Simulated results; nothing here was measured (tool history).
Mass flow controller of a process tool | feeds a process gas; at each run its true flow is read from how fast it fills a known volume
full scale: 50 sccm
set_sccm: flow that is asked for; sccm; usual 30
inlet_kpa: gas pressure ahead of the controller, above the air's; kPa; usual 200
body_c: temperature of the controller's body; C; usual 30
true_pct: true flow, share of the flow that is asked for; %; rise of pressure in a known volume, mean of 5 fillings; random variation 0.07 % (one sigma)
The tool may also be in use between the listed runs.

| run | hour | set_sccm | inlet_kpa | body_c | true_pct |
|---|---|---|---|---|---|
| 1 | 0 | 30 | 200 | 30 | 98.78 |
| 2 | 147.6 | 30 | 200 | 30 | 98.82 |
| 3 | 268.7 | 30 | 200 | 30 | 98.75 |
| 4 | 352.2 | 8 | 200 | 30 | 97.49 |
| 5 | 485 | 8 | 200 | 30 | 97.38 |
| 6 | 619 | 30 | 200 | 30 | 98.74 |
| 7 | 728.3 | 30 | 200 | 30 | 98.79 |
| 8 | 846.2 | 30 | 200 | 30 | 98.64 |
| 9 | 974.7 | 30 | 163 | 37 | 97.93 |
| 10 | 1119 | 30 | 163 | 37 | 97.92 |
| 11 | 1280.9 | 30 | 200 | 32 | 98.38 |
| 12 | 1436.5 | 6 | 200 | 30 | 96.35 |
| 13 | 1524.8 | 5 | 148 | 30 | 95.53 |
| 14 | 1702.3 | 9 | 162 | 21 | 97.03 |

4 ways to go on from here, each from the tool as it stands after run 14. What would each give?
| A | 1823.3 | 9 | 200 | 38 | ? |
| B | 1823.3 | 30 | 200 | 24 | ? |
| C | 1823.3 | 9 | 250 | 40 | ? |
| D | 1823.3 | 9 | 248 | 21 | ? |

| run | true_pct |
|---|---|
| A | 96.45 |
| B | 98.75 |
| C | 96.6 |
| D | 97.56 |
Without the tool's hidden state the same runs would have given:
| run | true_pct |
|---|---|
| A | 98.28 |
| B | 99.62 |
| C | 98.42 |
| D | 99.38 |
